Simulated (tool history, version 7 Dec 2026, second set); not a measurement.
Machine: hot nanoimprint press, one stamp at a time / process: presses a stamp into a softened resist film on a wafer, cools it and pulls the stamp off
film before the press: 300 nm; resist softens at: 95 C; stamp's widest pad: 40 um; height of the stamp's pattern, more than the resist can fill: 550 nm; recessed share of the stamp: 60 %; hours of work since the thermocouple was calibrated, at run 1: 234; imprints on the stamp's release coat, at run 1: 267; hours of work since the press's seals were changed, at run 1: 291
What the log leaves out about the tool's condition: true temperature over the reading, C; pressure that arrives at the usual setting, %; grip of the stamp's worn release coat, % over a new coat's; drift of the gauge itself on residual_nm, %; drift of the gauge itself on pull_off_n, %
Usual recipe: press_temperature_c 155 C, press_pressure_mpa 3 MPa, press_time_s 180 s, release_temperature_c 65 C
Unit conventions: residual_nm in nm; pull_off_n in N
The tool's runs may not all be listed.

run	hour	press_temperature_c	press_pressure_mpa	press_time_s	release_temperature_c	hours of work since the thermocouple was calibrated	imprints on the stamp's release coat	hours of work since the press's seals were changed	residual_nm	pull_off_n
1	0	155	3	180	65	234	267	291	153.7	124
2	10.9	155	3	180	65	242	329	299	153.1	116
3	21.2	155	3	290	65	249	388	306	131.5	118
4	35.2	155	3	180	65	259	467	316	154	124
5	51.3	155	3	180	65	271	559	328	156.8	127
6	67.8	155	3	180	56	283	653	340	154.3	136
7	79.7	155	2.74	180	65	291	720	349	162.4	125
8	96.3	155	2.74	180	65	303	815	361	161.6	125
9	111.3	155	2.74	180	65	314	900	371	162	127
10	128	155	2.74	180	65	326	995	383	159.3	120
11	141	158	2.97	180	65	336	1068	393	139.5	124
12	154.7	153	3	180	73	346	1146	403	166.6	105
13	169.8	163	3	133	53	356	1232	414	127.8	145
14	184.2	163	2.83	133	53	367	1314	424	134.6	151
15	201.6	163	2.83	133	53	379	1413	437	133.9	147
16	216.2	159	3	160	65	390	1496	447	140.3	127
17	227	159	3	113	65	398	1557	455	157.2	121
18	242.1	152	3	120	65	409	1643	466	192.7	123
# hour 247.5: plate thermocouple calibrated
19	261.5	145	3	120	54	10	1736	478	233.9	141

For each entry between runs, how does the tool's hidden state at the last listed run before it compare with that at the first listed run after it?
Runs 18 to 19: plate thermocouple calibrated (hour 247.5)
  true temperature over the reading, C: -0.02 -> 0; grip of the stamp's worn release coat, % over a new coat's: 0.8 -> 0.9
